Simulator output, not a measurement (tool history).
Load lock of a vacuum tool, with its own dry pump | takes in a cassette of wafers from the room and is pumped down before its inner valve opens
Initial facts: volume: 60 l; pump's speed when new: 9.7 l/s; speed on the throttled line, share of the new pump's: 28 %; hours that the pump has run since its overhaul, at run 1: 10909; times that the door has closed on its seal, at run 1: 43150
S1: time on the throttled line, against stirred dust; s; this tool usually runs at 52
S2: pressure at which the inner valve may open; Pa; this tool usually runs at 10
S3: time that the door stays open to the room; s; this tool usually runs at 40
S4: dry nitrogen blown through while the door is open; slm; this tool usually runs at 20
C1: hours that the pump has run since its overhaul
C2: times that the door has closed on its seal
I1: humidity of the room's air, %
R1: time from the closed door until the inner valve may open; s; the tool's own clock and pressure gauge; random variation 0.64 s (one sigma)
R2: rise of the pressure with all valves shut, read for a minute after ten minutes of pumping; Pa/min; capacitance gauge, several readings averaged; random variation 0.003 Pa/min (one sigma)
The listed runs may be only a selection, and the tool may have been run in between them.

run,hour,S1,S2,S3,S4,C1,C2,I1,R1,R2
1,0.0,52,10,40,20,10909,43150,45.7,100.6,0.312
2,336.0,52,10,40,20,11245,44147,47.5,101.7,0.319
3,653.8,52,10,40,20,11563,45090,48.1,100.8,0.336
4,813.4,52,10,40,20,11722,45563,46.3,100.7,0.343
5,1018.1,52,10,40,20,11927,46170,43.0,100.3,0.345
6,1278.0,52,10,40,20,12187,46941,44.2,102.1,0.354
7,1463.3,52,10,40,20,12372,47491,45.0,101.4,0.364
8,1700.8,52,10,40,20,12610,48195,46.2,101.8,0.365
9,2013.9,52,10,40,5,12923,49124,45.4,101.4,0.396
10,2238.0,52,10,40,5,13147,49789,45.3,102.3,0.394
11,2414.8,52,10,40,5,13324,50313,43.1,102.1,0.394
12,2732.4,52,10,40,20,13641,51256,46.3,100.8,0.403
13,2892.8,52,10,40,20,13802,51731,43.1,103.7,0.413
14,3050.4,52,10,40,20,13959,52199,45.3,102.9,0.416
15,3262.6,35,10,40,20,14172,52828,49.5,92.1,0.417
16,3567.1,35,10,40,8,14476,53732,44.3,91.1,0.440
# hour 3781.2: door's seal changed, seat wiped
17,3899.1,52,9,40,41,14807,350,47.5,104.3,0.021
18,4241.2,52,9,40,41,15149,1365,47.0,105.8,0.019
19,4469.1,52,8,36,6,15377,2041,45.8,106.0,0.032
20,4796.9,52,10,142,28,15704,3013,44.1,104.0,0.062
21,5012.8,52,10,25,20,15920,3654,44.3,103.4,0.028
22,5234.7,52,17,25,22,16142,4312,47.1,99.8,0.026
23,5568.1,52,18,25,12,16476,5301,45.1,99.2,0.032
24,5851.3,52,7,40,43,16759,6141,45.4,107.2,0.034
25,6024.9,71,12,81,7,16932,6656,48.1,115.0,0.070
26,6316.3,52,10,40,5,17224,7520,48.2,105.6,0.056

Here are 4 independent what-if runs from the current tool condition. What would each one return?
A,6525.2,52,13,40,15,17433,8140,47.0,?,?
B,6525.2,71,10,40,20,17433,8140,43.1,?,?
C,6525.2,52,15,40,36,17433,8140,46.9,?,?
D,6525.2,52,15,64,5,17433,8140,43.7,?,?

run,R1,R2
A,102.2,0.050
B,116.7,0.047
C,101.9,0.047
D,101.0,0.068
Take away the tool's hidden state, keep each run's random variation, and the runs would have read:
run,R1,R2
A,92.4,0.026
B,107.7,0.023
C,92.4,0.023
D,91.5,0.044
